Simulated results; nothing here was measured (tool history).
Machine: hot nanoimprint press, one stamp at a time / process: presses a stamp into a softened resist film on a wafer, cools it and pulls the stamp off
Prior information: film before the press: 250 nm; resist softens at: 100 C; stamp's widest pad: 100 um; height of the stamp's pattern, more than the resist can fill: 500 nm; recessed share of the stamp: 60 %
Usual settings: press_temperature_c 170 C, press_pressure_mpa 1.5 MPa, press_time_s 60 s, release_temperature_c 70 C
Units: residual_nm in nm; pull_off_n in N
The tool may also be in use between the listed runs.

run 1 hour=0 | press_temperature_c=170 press_pressure_mpa=1.5 press_time_s=60 release_temperature_c=70 | residual_nm=118.2 pull_off_n=195
run 2 hour=28.1 | press_temperature_c=170 press_pressure_mpa=1.5 press_time_s=60 release_temperature_c=60 | residual_nm=117.7 pull_off_n=263
run 3 hour=69.7 | press_temperature_c=170 press_pressure_mpa=1.5 press_time_s=89 release_temperature_c=60 | residual_nm=99.5 pull_off_n=287
run 4 hour=98.1 | press_temperature_c=170 press_pressure_mpa=1.5 press_time_s=60 release_temperature_c=70 | residual_nm=117.5 pull_off_n=220
run 5 hour=130.3 | press_temperature_c=170 press_pressure_mpa=1.5 press_time_s=60 release_temperature_c=70 | residual_nm=117.3 pull_off_n=225
run 6 hour=162.8 | press_temperature_c=170 press_pressure_mpa=1.5 press_time_s=33 release_temperature_c=70 | residual_nm=144.7 pull_off_n=237
run 7 hour=191.4 | press_temperature_c=170 press_pressure_mpa=1.5 press_time_s=60 release_temperature_c=70 | residual_nm=116.2 pull_off_n=233
run 8 hour=235.8 | press_temperature_c=170 press_pressure_mpa=1.5 press_time_s=60 release_temperature_c=70 | residual_nm=116.9 pull_off_n=248
run 9 hour=265.4 | press_temperature_c=170 press_pressure_mpa=1.5 press_time_s=60 release_temperature_c=70 | residual_nm=115.3 pull_off_n=256
-- hour=278.8 stamp cleaned and given a new release coat
run 10 hour=317.8 | press_temperature_c=170 press_pressure_mpa=1.5 press_time_s=60 release_temperature_c=62 | residual_nm=115.3 pull_off_n=186
-- hour=346.5 plate thermocouple calibrated
run 11 hour=365.6 | press_temperature_c=170 press_pressure_mpa=1.5 press_time_s=60 release_temperature_c=62 | residual_nm=122.2 pull_off_n=199
run 12 hour=388.8 | press_temperature_c=170 press_pressure_mpa=1.5 press_time_s=60 release_temperature_c=62 | residual_nm=122.6 pull_off_n=210
run 13 hour=417 | press_temperature_c=170 press_pressure_mpa=1.5 press_time_s=60 release_temperature_c=62 | residual_nm=122 pull_off_n=222
run 14 hour=462.9 | press_temperature_c=170 press_pressure_mpa=1.5 press_time_s=60 release_temperature_c=62 | residual_nm=121.2 pull_off_n=223
run 15 hour=505.1 | press_temperature_c=158 press_pressure_mpa=1.33 press_time_s=92 release_temperature_c=73 | residual_nm=180.4 pull_off_n=180
run 16 hour=528.2 | press_temperature_c=158 press_pressure_mpa=1.33 press_time_s=92 release_temperature_c=73 | residual_nm=180.9 pull_off_n=184
run 17 hour=562.3 | press_temperature_c=170 press_pressure_mpa=1.5 press_time_s=108 release_temperature_c=70 | residual_nm=94.7 pull_off_n=203
run 18 hour=589.8 | press_temperature_c=173 press_pressure_mpa=1.5 press_time_s=108 release_temperature_c=75 | residual_nm=81 pull_off_n=181
run 19 hour=632.5 | press_temperature_c=175 press_pressure_mpa=1.91 press_time_s=66 release_temperature_c=55 | residual_nm=81.2 pull_off_n=311
run 20 hour=661.2 | press_temperature_c=170 press_pressure_mpa=1.08 press_time_s=72 release_temperature_c=70 | residual_nm=125.2 pull_off_n=217
run 21 hour=683.1 | press_temperature_c=170 press_pressure_mpa=1.08 press_time_s=72 release_temperature_c=70 | residual_nm=124.9 pull_off_n=230
run 22 hour=703.5 | press_temperature_c=180 press_pressure_mpa=1.06 press_time_s=30 release_temperature_c=68 | residual_nm=114.5 pull_off_n=244
run 23 hour=723.9 | press_temperature_c=180 press_pressure_mpa=1.06 press_time_s=30 release_temperature_c=68 | residual_nm=113.9 pull_off_n=244
run 24 hour=770.2 | press_temperature_c=164 press_pressure_mpa=1.5 press_time_s=60 release_temperature_c=66 | residual_nm=154.1 pull_off_n=269
run 25 hour=807.3 | press_temperature_c=170 press_pressure_mpa=1.5 press_time_s=91 release_temperature_c=70 | residual_nm=100 pull_off_n=254
run 26 hour=828.9 | press_temperature_c=170 press_pressure_mpa=1.41 press_time_s=79 release_temperature_c=69 | residual_nm=108.4 pull_off_n=260
-- hour=837.1 stamp cleaned and given a new release coat
run 27 hour=870.8 | press_temperature_c=174 press_pressure_mpa=1.1 press_time_s=84 release_temperature_c=69 | residual_nm=95.2 pull_off_n=162

What if the next run were any one of these 5? Each begins from the tool's condition after run 27:
run A hour=909.8 | press_temperature_c=168 press_pressure_mpa=1.5 press_time_s=60 release_temperature_c=70 | residual_nm=? pull_off_n=?
run B hour=909.8 | press_temperature_c=170 press_pressure_mpa=1.5 press_time_s=67 release_temperature_c=70 | residual_nm=? pull_off_n=?
run C hour=909.8 | press_temperature_c=180 press_pressure_mpa=1.99 press_time_s=60 release_temperature_c=70 | residual_nm=? pull_off_n=?
run D hour=909.8 | press_temperature_c=174 press_pressure_mpa=1.1 press_time_s=32 release_temperature_c=73 | residual_nm=? pull_off_n=?
run E hour=909.8 | press_temperature_c=170 press_pressure_mpa=1.5 press_time_s=87 release_temperature_c=70 | residual_nm=? pull_off_n=?

run=A residual_nm=128.2 pull_off_n=162
run=B residual_nm=112.5 pull_off_n=153
run=C residual_nm=63.3 pull_off_n=161
run=D residual_nm=138.5 pull_off_n=140
run=E residual_nm=101.3 pull_off_n=160
Without the tool's hidden state the same runs would have given:
run=A residual_nm=133.4 pull_off_n=155
run=B residual_nm=117.2 pull_off_n=146
run=C residual_nm=65 pull_off_n=154
run=D residual_nm=144.1 pull_off_n=134
run=E residual_nm=105.8 pull_off_n=153
